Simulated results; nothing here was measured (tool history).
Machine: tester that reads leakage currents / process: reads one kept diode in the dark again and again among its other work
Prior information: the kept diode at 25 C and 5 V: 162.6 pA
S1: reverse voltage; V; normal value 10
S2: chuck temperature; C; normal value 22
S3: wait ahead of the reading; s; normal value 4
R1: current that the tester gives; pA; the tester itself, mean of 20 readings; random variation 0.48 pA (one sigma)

run    hour    S1  S2  S3      R1
  1       0    10  22   4  161.19
  2   120.8    10  22   4  161.91
  3   246.5    10  22   4  162.98
  4   360.3    10  22   4  162.37
  5   487.3   2.1  22   4   94.81
      617.5  -- probe card cleaned and baked
  6   654.8   2.1  22   4   91.13
  7   734.3   2.1  22   4   90.71
      811.9  -- chuck's temperature calibrated
  8   835.4    10  22   4  158.61
  9   913.7    10  22   4  159.31
 10  1021.5    10  22   4  158.88
 11  1133.3  12.6  22   4  173.35
 12  1286.6  12.6  22   4  173.48
 13  1445.7    10  22   4  161.83
 14  1616.5   6.9  29   4  242.69

Forecast run 15:
     1660.2  -- tester calibrated
 15  1699.7  11.6  38   4   ?

For run 15 the tool returned R1 561.22 pA.
Take away the tool's hidden state, keep the run-to-run variation as it was, and the same run would have given R1 557.3 pA.
